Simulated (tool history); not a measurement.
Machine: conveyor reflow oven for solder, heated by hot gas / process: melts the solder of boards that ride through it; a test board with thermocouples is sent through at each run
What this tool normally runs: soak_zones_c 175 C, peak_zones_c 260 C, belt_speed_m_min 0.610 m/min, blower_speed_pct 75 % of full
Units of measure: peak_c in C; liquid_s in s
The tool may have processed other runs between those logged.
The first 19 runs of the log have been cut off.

run,hour,soak_zones_c,peak_zones_c,belt_speed_m_min,blower_speed_pct,peak_c,liquid_s
20,188.5,189,248,0.559,51,228.3,25.7
# hour 194.7: flux residue cleaned out of gas plates and filters
21,203.8,175,266,0.610,66,239.5,33.2
22,215.0,175,266,0.610,66,239.9,34.0
23,222.1,175,266,0.675,89,242.5,33.2
24,235.1,175,266,0.675,89,242.9,33.0
25,241.4,175,260,0.610,71,236.7,30.9
26,252.3,175,260,0.610,71,236.6,30.2
27,263.4,172,257,0.610,75,234.6,28.6
# hour 272.3: flux residue cleaned out of gas plates and filters, once more
28,278.9,172,257,0.610,75,237.7,33.0
29,289.8,172,257,0.610,75,238.1,32.9
30,296.4,172,257,0.610,75,237.1,33.2

Here are 4 independent what-if runs from the current tool condition. What would each one return?
A,303.6,180,261,0.666,75,?,?
B,303.6,175,268,0.610,75,?,?
C,303.6,172,257,0.556,52,?,?
D,303.6,172,273,0.610,75,?,?

run,peak_c,liquid_s
A,239.8,32.0
B,246.9,40.9
C,231.8,26.9
D,250.5,43.0
Without the tool's unlogged condition, the same runs would have read:
run,peak_c,liquid_s
A,240.7,32.3
B,247.8,41.1
C,232.5,27.4
D,251.4,43.1

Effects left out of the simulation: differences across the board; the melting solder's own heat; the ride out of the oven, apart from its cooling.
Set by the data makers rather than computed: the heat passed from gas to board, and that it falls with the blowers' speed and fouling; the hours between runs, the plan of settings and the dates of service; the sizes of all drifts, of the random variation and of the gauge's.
